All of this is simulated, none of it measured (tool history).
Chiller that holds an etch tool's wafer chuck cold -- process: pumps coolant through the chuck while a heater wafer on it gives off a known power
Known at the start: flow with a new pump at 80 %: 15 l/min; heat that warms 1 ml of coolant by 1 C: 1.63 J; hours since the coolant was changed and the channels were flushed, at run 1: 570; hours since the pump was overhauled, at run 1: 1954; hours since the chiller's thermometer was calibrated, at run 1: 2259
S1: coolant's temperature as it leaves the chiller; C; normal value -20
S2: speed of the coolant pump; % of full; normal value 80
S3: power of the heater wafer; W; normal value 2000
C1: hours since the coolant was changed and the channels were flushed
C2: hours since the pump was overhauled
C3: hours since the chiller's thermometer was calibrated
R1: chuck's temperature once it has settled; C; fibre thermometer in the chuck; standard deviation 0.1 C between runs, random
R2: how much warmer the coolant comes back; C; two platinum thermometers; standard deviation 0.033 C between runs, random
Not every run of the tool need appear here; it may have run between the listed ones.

{"run": 1, "day": 0.0, "S1": -20, "S2": 80, "S3": 2000, "C1": 570, "C2": 1954, "C3": 2259, "R1": -6.2, "R2": 4.91}
{"run": 2, "day": 0.962, "S1": -20, "S2": 80, "S3": 2000, "C1": 593, "C2": 1977, "C3": 2282, "R1": -6.2, "R2": 4.86}
{"run": 3, "day": 2.888, "S1": -20, "S2": 80, "S3": 1304, "C1": 639, "C2": 2023, "C3": 2328, "R1": -11.0, "R2": 3.19}
{"run": 4, "day": 4.85, "S1": -20, "S2": 80, "S3": 1304, "C1": 687, "C2": 2070, "C3": 2376, "R1": -11.1, "R2": 3.21}
{"run": 5, "day": 6.275, "S1": -20, "S2": 80, "S3": 1304, "C1": 721, "C2": 2105, "C3": 2410, "R1": -11.0, "R2": 3.2}
{"run": 6, "day": 7.996, "S1": -20, "S2": 80, "S3": 1304, "C1": 762, "C2": 2146, "C3": 2451, "R1": -11.0, "R2": 3.09}
{"run": 7, "day": 9.658, "S1": -20, "S2": 80, "S3": 1304, "C1": 802, "C2": 2186, "C3": 2491, "R1": -11.0, "R2": 3.13}
{"run": 8, "day": 10.996, "S1": -24, "S2": 80, "S3": 2000, "C1": 834, "C2": 2218, "C3": 2523, "R1": -10.3, "R2": 4.88}
{"run": 9, "day": 12.179, "S1": -24, "S2": 80, "S3": 2000, "C1": 863, "C2": 2246, "C3": 2551, "R1": -10.0, "R2": 4.9}
{"run": 10, "day": 13.296, "S1": -24, "S2": 80, "S3": 2000, "C1": 889, "C2": 2273, "C3": 2578, "R1": -10.1, "R2": 4.84}
{"run": 11, "day": 14.404, "S1": -20, "S2": 63, "S3": 2000, "C1": 916, "C2": 2300, "C3": 2605, "R1": -3.1, "R2": 6.29}
{"run": 12, "day": 16.208, "S1": -20, "S2": 63, "S3": 2000, "C1": 959, "C2": 2343, "C3": 2648, "R1": -2.8, "R2": 6.28}
{"run": 13, "day": 18.312, "S1": -24, "S2": 80, "S3": 2000, "C1": 1010, "C2": 2393, "C3": 2699, "R1": -10.1, "R2": 4.8}
{"run": 14, "day": 20.2, "S1": -24, "S2": 80, "S3": 2000, "C1": 1055, "C2": 2439, "C3": 2744, "R1": -10.1, "R2": 4.78}
{"run": 15, "day": 21.208, "S1": -20, "S2": 87, "S3": 2000, "C1": 1079, "C2": 2463, "C3": 2768, "R1": -7.1, "R2": 4.38}
{"run": 16, "day": 23.267, "S1": -20, "S2": 87, "S3": 2000, "C1": 1129, "C2": 2512, "C3": 2818, "R1": -7.0, "R2": 4.36}
{"run": 17, "day": 24.871, "S1": -18, "S2": 80, "S3": 2250, "C1": 1167, "C2": 2551, "C3": 2856, "R1": -2.5, "R2": 5.36}
{"run": 18, "day": 26.375, "S1": -18, "S2": 80, "S3": 2250, "C1": 1203, "C2": 2587, "C3": 2892, "R1": -2.4, "R2": 5.38}
{"run": 19, "day": 27.371, "S1": -25, "S2": 78, "S3": 2676, "C1": 1227, "C2": 2611, "C3": 2916, "R1": -6.2, "R2": 6.66}
{"run": 20, "day": 29.038, "S1": -25, "S2": 78, "S3": 2676, "C1": 1267, "C2": 2651, "C3": 2956, "R1": -6.0, "R2": 6.59}
{"run": 21, "day": 29.996, "S1": -25, "S2": 78, "S3": 2676, "C1": 1290, "C2": 2674, "C3": 2979, "R1": -6.0, "R2": 6.58}
{"run": 22, "day": 31.379, "S1": -25, "S2": 78, "S3": 2676, "C1": 1323, "C2": 2707, "C3": 3012, "R1": -5.9, "R2": 6.58}
{"run": 23, "day": 32.654, "S1": -25, "S2": 78, "S3": 2676, "C1": 1354, "C2": 2738, "C3": 3043, "R1": -6.1, "R2": 6.56}
{"run": 24, "day": 34.654, "S1": -20, "S2": 80, "S3": 2287, "C1": 1402, "C2": 2786, "C3": 3091, "R1": -4.3, "R2": 5.43}
{"day": 35.862, "done": "gauge calibrated"}
{"run": 25, "day": 36.667, "S1": -17, "S2": 77, "S3": 2264, "C1": 1450, "C2": 2834, "C3": 3139, "R1": -0.8, "R2": 5.75}
{"run": 26, "day": 37.725, "S1": -10, "S2": 77, "S3": 2264, "C1": 1476, "C2": 2859, "C3": 3164, "R1": 6.2, "R2": 5.77}
{"run": 27, "day": 39.354, "S1": -28, "S2": 86, "S3": 2746, "C1": 1515, "C2": 2898, "C3": 3204, "R1": -10.2, "R2": 6.22}
{"run": 28, "day": 40.362, "S1": -20, "S2": 92, "S3": 2036, "C1": 1539, "C2": 2923, "C3": 3228, "R1": -7.5, "R2": 4.32}
{"run": 29, "day": 42.433, "S1": -11, "S2": 80, "S3": 2718, "C1": 1589, "C2": 2972, "C3": 3277, "R1": 7.9, "R2": 6.61}
{"run": 30, "day": 44.296, "S1": -20, "S2": 81, "S3": 1726, "C1": 1633, "C2": 3017, "C3": 3322, "R1": -8.3, "R2": 4.08}
{"run": 31, "day": 45.742, "S1": -20, "S2": 84, "S3": 1726, "C1": 1668, "C2": 3052, "C3": 3357, "R1": -8.5, "R2": 3.97}
{"run": 32, "day": 46.975, "S1": -24, "S2": 71, "S3": 1650, "C1": 1698, "C2": 3081, "C3": 3386, "R1": -11.3, "R2": 4.51}

Each row is a separate what-if for the run after 32, all from the same tool condition, not one after another. Results?
{"run": "A", "day": 48.454, "S1": -20, "S2": 80, "S3": 1408, "C1": 1733, "C2": 3117, "C3": 3422, "R1": "?", "R2": "?"}
{"run": "B", "day": 48.454, "S1": -14, "S2": 67, "S3": 2000, "C1": 1733, "C2": 3117, "C3": 3422, "R1": "?", "R2": "?"}
{"run": "C", "day": 48.454, "S1": -20, "S2": 86, "S3": 2479, "C1": 1733, "C2": 3117, "C3": 3422, "R1": "?", "R2": "?"}
{"run": "D", "day": 48.454, "S1": -13, "S2": 69, "S3": 1136, "C1": 1733, "C2": 3117, "C3": 3422, "R1": "?", "R2": "?"}

run=A R1=-10.4 R2=3.45
run=B R1=2.2 R2=5.88
run=C R1=-3.8 R2=5.51
run=D R1=-4.1 R2=3.20
Had the tool no hidden state, the same runs would have come out as:
run=A R1=-10.4 R2=3.51
run=B R1=2.2 R2=5.94
run=C R1=-3.9 R2=5.57
run=D R1=-4.1 R2=3.26
